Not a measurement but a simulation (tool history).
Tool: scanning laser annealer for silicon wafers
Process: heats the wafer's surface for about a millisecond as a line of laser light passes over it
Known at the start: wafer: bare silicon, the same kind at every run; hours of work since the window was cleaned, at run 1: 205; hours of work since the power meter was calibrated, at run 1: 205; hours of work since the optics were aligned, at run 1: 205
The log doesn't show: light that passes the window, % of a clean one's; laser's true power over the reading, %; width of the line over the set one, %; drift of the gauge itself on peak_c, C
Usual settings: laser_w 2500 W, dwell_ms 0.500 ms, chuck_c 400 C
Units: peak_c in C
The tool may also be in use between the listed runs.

| run | day | laser_w | dwell_ms | chuck_c | hours of work since the window was cleaned | hours of work since the power meter was calibrated | hours of work since the optics were aligned | peak_c |
|---|---|---|---|---|---|---|---|---|
| 1 | 0.000 | 2500 | 0.500 | 400 | 205 | 205 | 205 | 1098 |
| 2 | 0.858 | 2500 | 0.388 | 400 | 219 | 219 | 219 | 1006 |
| 3 | 1.825 | 2500 | 0.388 | 400 | 234 | 234 | 234 | 1004 |
| 4 | 2.962 | 2500 | 0.500 | 400 | 252 | 252 | 252 | 1095 |
| 5 | 4.446 | 2500 | 0.500 | 400 | 276 | 276 | 276 | 1094 |
| 6 | 5.408 | 2500 | 0.500 | 400 | 292 | 292 | 292 | 1094 |
| 7 | 6.617 | 2283 | 0.500 | 400 | 311 | 311 | 311 | 1018 |
| 8 | 8.046 | 2500 | 0.500 | 400 | 334 | 334 | 334 | 1092 |
| 9 | 9.325 | 2500 | 0.500 | 400 | 355 | 355 | 355 | 1091 |
| 10 | 10.983 | 2500 | 0.500 | 400 | 381 | 381 | 381 | 1090 |
| 11 | 11.908 | 2500 | 0.500 | 400 | 396 | 396 | 396 | 1086 |
| 12 | 13.375 | 2500 | 0.500 | 400 | 420 | 420 | 420 | 1086 |
| 13 | 15.062 | 2500 | 0.500 | 400 | 447 | 447 | 447 | 1085 |
|  | 16.300 | window over the wafer cleaned |
| 14 | 16.829 | 2467 | 0.500 | 400 | 9 | 474 | 474 | 1100 |
| 15 | 18.488 | 2366 | 0.500 | 400 | 35 | 501 | 501 | 1061 |
| 16 | 19.404 | 2366 | 0.500 | 400 | 50 | 515 | 515 | 1059 |
| 17 | 20.500 | 2366 | 0.500 | 400 | 68 | 533 | 533 | 1060 |
| 18 | 21.896 | 2366 | 0.551 | 365 | 90 | 555 | 555 | 1063 |
| 19 | 23.142 | 2366 | 0.551 | 365 | 110 | 575 | 575 | 1059 |
| 20 | 24.821 | 2649 | 0.503 | 429 | 137 | 602 | 602 | 1190 |
| 21 | 26.333 | 2500 | 0.595 | 400 | 161 | 627 | 627 | 1173 |
| 22 | 27.467 | 2687 | 0.500 | 400 | 179 | 645 | 645 | 1168 |
| 23 | 29.054 | 2687 | 0.500 | 400 | 205 | 670 | 670 | 1166 |
| 24 | 29.850 | 2687 | 0.500 | 400 | 218 | 683 | 683 | 1165 |
| 25 | 30.846 | 2179 | 0.525 | 423 | 234 | 699 | 699 | 1026 |
| 26 | 31.562 | 2179 | 0.525 | 423 | 245 | 711 | 711 | 1025 |
| 27 | 32.908 | 2179 | 0.416 | 395 | 267 | 732 | 732 | 924 |
| 28 | 34.450 | 2179 | 0.416 | 395 | 292 | 757 | 757 | 923 |
| 29 | 35.383 | 2418 | 0.358 | 373 | 307 | 772 | 772 | 925 |
| 30 | 36.712 | 2221 | 0.414 | 400 | 328 | 794 | 794 | 938 |
| 31 | 37.525 | 2470 | 0.422 | 379 | 341 | 807 | 807 | 996 |
| 32 | 38.758 | 2148 | 0.514 | 405 | 361 | 826 | 826 | 985 |
| 33 | 39.733 | 2600 | 0.500 | 407 | 377 | 842 | 842 | 1132 |
| 34 | 41.408 | 2502 | 0.389 | 407 | 404 | 869 | 869 | 1006 |

4 ways to go on from here, each from the tool as it stands after run 34. What would each give?
| A | 43.067 | 2350 | 0.389 | 407 | 430 | 896 | 896 | ? |
| B | 43.067 | 2397 | 0.584 | 401 | 430 | 896 | 896 | ? |
| C | 43.067 | 2705 | 0.354 | 438 | 430 | 896 | 896 | ? |
| D | 43.067 | 2422 | 0.380 | 418 | 430 | 896 | 896 | ? |

| run | peak_c |
|---|---|
| A | 958 |
| B | 1111 |
| C | 1064 |
| D | 984 |
Without the tool's hidden state the same runs would have given:
| run | peak_c |
|---|---|
| A | 979 |
| B | 1138 |
| C | 1087 |
| D | 1005 |

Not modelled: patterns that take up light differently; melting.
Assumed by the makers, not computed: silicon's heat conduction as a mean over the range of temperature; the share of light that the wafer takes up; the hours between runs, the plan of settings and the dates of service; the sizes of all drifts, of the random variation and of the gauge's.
